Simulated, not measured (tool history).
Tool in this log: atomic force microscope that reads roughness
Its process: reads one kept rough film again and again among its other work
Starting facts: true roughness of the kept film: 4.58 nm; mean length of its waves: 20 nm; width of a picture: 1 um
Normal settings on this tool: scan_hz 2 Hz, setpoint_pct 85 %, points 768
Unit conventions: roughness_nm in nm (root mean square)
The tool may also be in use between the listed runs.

| run | hour | scan_hz | setpoint_pct | points | roughness_nm |
|---|---|---|---|---|---|
| 1 | 0 | 2 | 85 | 768 | 2.6 |
| 2 | 9.9 | 2 | 85 | 768 | 2.523 |
| 3 | 23.8 | 2 | 85 | 257 | 2.313 |
| 4 | 38.2 | 2 | 85 | 257 | 2.196 |
| 5 | 47.1 | 0.92 | 85 | 768 | 2.286 |
| 6 | 53.2 | 0.92 | 85 | 768 | 2.256 |
| 7 | 65 | 0.92 | 85 | 768 | 2.16 |
| 8 | 79.8 | 2.96 | 85 | 768 | 1.908 |
| 9 | 87.3 | 3.72 | 85 | 768 | 1.829 |
|  | 92.1 | new tip fitted |
| 10 | 97.3 | 3.72 | 85 | 768 | 2.866 |
| 11 | 104.4 | 3.72 | 85 | 768 | 2.798 |
| 12 | 111.9 | 3.72 | 85 | 768 | 2.693 |
| 13 | 118.7 | 2 | 85 | 768 | 2.774 |
| 14 | 125.9 | 2 | 85 | 768 | 2.706 |
| 15 | 132.4 | 2 | 85 | 768 | 2.646 |
| 16 | 140.4 | 1.35 | 85 | 768 | 2.595 |
| 17 | 147.1 | 1.35 | 85 | 606 | 2.546 |
| 18 | 155.6 | 1.35 | 85 | 606 | 2.459 |
| 19 | 162.6 | 1.35 | 85 | 606 | 2.386 |
| 20 | 175 | 1.35 | 85 | 606 | 2.283 |
| 21 | 186.1 | 1.35 | 85 | 606 | 2.193 |
| 22 | 193.2 | 1.35 | 85 | 606 | 2.151 |
| 23 | 202.8 | 1.35 | 85 | 606 | 2.094 |
| 24 | 212.2 | 2 | 85 | 598 | 1.98 |
|  | 223.4 | new tip fitted |
| 25 | 226.2 | 2 | 85 | 598 | 3.157 |
| 26 | 232.7 | 2 | 85 | 289 | 2.999 |
| 27 | 244.8 | 1.81 | 85 | 808 | 2.927 |
| 28 | 254.7 | 1.81 | 83 | 808 | 2.834 |
| 29 | 267 | 0.75 | 86 | 768 | 2.761 |
| 30 | 274 | 0.75 | 86 | 768 | 2.692 |
| 31 | 288 | 0.75 | 86 | 768 | 2.524 |
| 32 | 298.7 | 3.13 | 80 | 275 | 2.228 |
| 33 | 308.8 | 3.13 | 80 | 275 | 2.148 |
| 34 | 315.3 | 3.13 | 79 | 750 | 2.168 |
| 35 | 329.2 | 1.03 | 55 | 463 | 2.219 |
| 36 | 335.6 | 1.03 | 55 | 463 | 2.2 |
| 37 | 347.9 | 1.03 | 55 | 463 | 2.085 |
|  | 349.7 | height scale calibrated on a step standard |
|  | 356.6 | new tip fitted |
| 38 | 357.4 | 1.04 | 55 | 463 | 3.375 |
| 39 | 371.5 | 1.15 | 64 | 960 | 3.166 |
| 40 | 383.5 | 2 | 72 | 428 | 2.896 |
| 41 | 395.1 | 2 | 72 | 428 | 2.743 |
| 42 | 401.4 | 2 | 72 | 428 | 2.694 |
| 43 | 408.9 | 2 | 63 | 768 | 2.66 |
| 44 | 417.5 | 2.48 | 85 | 258 | 2.299 |
|  | 423.6 | height scale calibrated on a step standard, once more |
| 45 | 432.2 | 2.48 | 85 | 258 | 2.179 |
| 46 | 445.2 | 2.48 | 78 | 258 | 2.151 |
| 47 | 458.7 | 2.48 | 78 | 418 | 2.07 |
| 48 | 472.3 | 2.48 | 78 | 313 | 1.954 |
| 49 | 485.3 | 2.48 | 78 | 313 | 1.882 |
|  | 490.3 | new tip fitted |
| 50 | 496.4 | 1.43 | 72 | 310 | 3.181 |
| 51 | 506 | 2.04 | 85 | 768 | 2.936 |
| 52 | 519.4 | 1.07 | 85 | 768 | 2.858 |

Each row is a separate what-if for the run after 52, all from the same tool condition, not one after another. Results?
| A | 526.7 | 1.02 | 57 | 768 | ? |
| B | 526.7 | 2 | 76 | 768 | ? |
| C | 526.7 | 3.35 | 79 | 271 | ? |

| run | roughness_nm |
|---|---|
| A | 2.885 |
| B | 2.749 |
| C | 2.577 |
Without the tool's unlogged condition, the same runs would have read:
| run | roughness_nm |
|---|---|
| A | 3.421 |
| B | 3.26 |
| C | 3.055 |

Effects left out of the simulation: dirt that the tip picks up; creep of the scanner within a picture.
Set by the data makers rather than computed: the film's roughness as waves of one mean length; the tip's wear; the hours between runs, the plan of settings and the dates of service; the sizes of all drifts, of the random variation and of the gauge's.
